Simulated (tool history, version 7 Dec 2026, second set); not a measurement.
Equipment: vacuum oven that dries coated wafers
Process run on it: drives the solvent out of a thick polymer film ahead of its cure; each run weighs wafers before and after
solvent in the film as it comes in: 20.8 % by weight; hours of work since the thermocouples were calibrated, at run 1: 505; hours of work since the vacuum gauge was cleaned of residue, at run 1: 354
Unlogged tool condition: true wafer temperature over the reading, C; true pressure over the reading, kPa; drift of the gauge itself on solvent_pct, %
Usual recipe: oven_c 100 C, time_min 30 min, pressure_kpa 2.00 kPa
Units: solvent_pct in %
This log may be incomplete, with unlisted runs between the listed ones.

run   hour  oven_c  time_min  pressure_kpa  hours of work since the thermocouples were calibrated  hours of work since the vacuum gauge was cleaned of residue  solvent_pct
  1    0.0     100        30          2.00                                                    505                                                          354         1.83
  2    8.2     100        30          2.00                                                    511                                                          360         1.79
  3   17.4     107        30          2.00                                                    518                                                          367         0.95
  4   29.1     107        30          2.00                                                    527                                                          376         0.92
  5   41.6     100        30          2.00                                                    536                                                          386         1.80
  6   55.0     100        30          2.00                                                    546                                                          396         1.78
  7   66.3     100        30          2.00                                                    555                                                          404         1.83
  8   73.6     100        30          2.00                                                    560                                                          410         1.79
  9   86.2     100        30          2.00                                                    570                                                          419         1.78
 10   91.9     100        30          2.00                                                    574                                                          424         1.76
 11  102.8     100        30          1.99                                                    582                                                          432         1.73
 12  112.7     100        30          1.99                                                    590                                                          439         1.84
 13  120.7      94        30          2.00                                                    596                                                          445         3.03
 14  130.3      94        30          2.00                                                    603                                                          452         3.05
 15  136.2     100        32          2.00                                                    607                                                          457         1.61
 16  144.6     100        30          2.00                                                    614                                                          463         1.84
 17  156.2     100        30          2.00                                                    622                                                          472         1.76
 18  167.1     100        30          2.00                                                    631                                                          480         1.71
 19  173.4     100        30          2.00                                                    635                                                          485         1.79
 20  186.2     100        30          2.00                                                    645                                                          495         1.75
 21  193.9     100        30          2.00                                                    651                                                          500         1.83
 22  201.2     100        30          2.00                                                    656                                                          506         1.82
 23  212.5     100        28          2.25                                                    665                                                          514         2.08
 24  220.7     100        27          5.88                                                    671                                                          521         3.24
 25  230.2      92        30          1.39                                                    678                                                          528         3.29
 26  238.7      93        21          1.02                                                    685                                                          534         4.73
 27  247.6      93        21          1.02                                                    691                                                          541         4.77
 28  254.6      92        23          1.01                                                    697                                                          546         4.56
 29  260.5     110        49          1.77                                                    701                                                          551         0.47
 30  273.9     110        49          1.77                                                    711                                                          561         0.47
 31  282.4     110        49          1.77                                                    717                                                          567         0.44
 32  292.3     110        49          1.77                                                    725                                                          575         0.48
 33  303.5     110        49          1.77                                                    733                                                          583         0.47
 34  316.0     110        49          1.77                                                    743                                                          592         0.49
 35  321.8      93        49          7.92                                                    747                                                          597         3.92
 36  327.6     100        30          6.30                                                    752                                                          601         3.06
 37  333.8      93        22          2.00                                                    756                                                          606         4.79
 38  340.1     103        30          3.17                                                    761                                                          610         1.65
 39  352.9     100        30          4.68                                                    771                                                          620         2.55
 40  365.4     100        30          4.68                                                    780                                                          630         2.59
 41  371.8     109        38          2.27                                                    785                                                          634         0.69
 42  379.6     114        37          2.29                                                    791                                                          640         0.55
 43  392.9     114        37          2.29                                                    801                                                          650         0.54

Per-run results on a tool with no hidden state, each run keeping its own random variation:
run  solvent_pct
  1         2.03
  2         1.99
  3         1.04
  4         1.01
  5         2.00
  6         1.99
  7         2.04
  8         2.00
  9         2.00
 10         1.98
 11         1.95
 12         2.05
 13         3.36
 14         3.38
 15         1.80
 16         2.06
 17         1.98
 18         1.93
 19         2.01
 20         1.97
 21         2.05
 22         2.04
 23         2.34
 24         3.56
 25         3.67
 26         5.19
 27         5.23
 28         5.02
 29         0.45
 30         0.44
 31         0.42
 32         0.46
 33         0.45
 34         0.46
 35         4.23
 36         3.37
 37         5.28
 38         1.84
 39         2.83
 40         2.88
 41         0.70
 42         0.54
 43         0.53
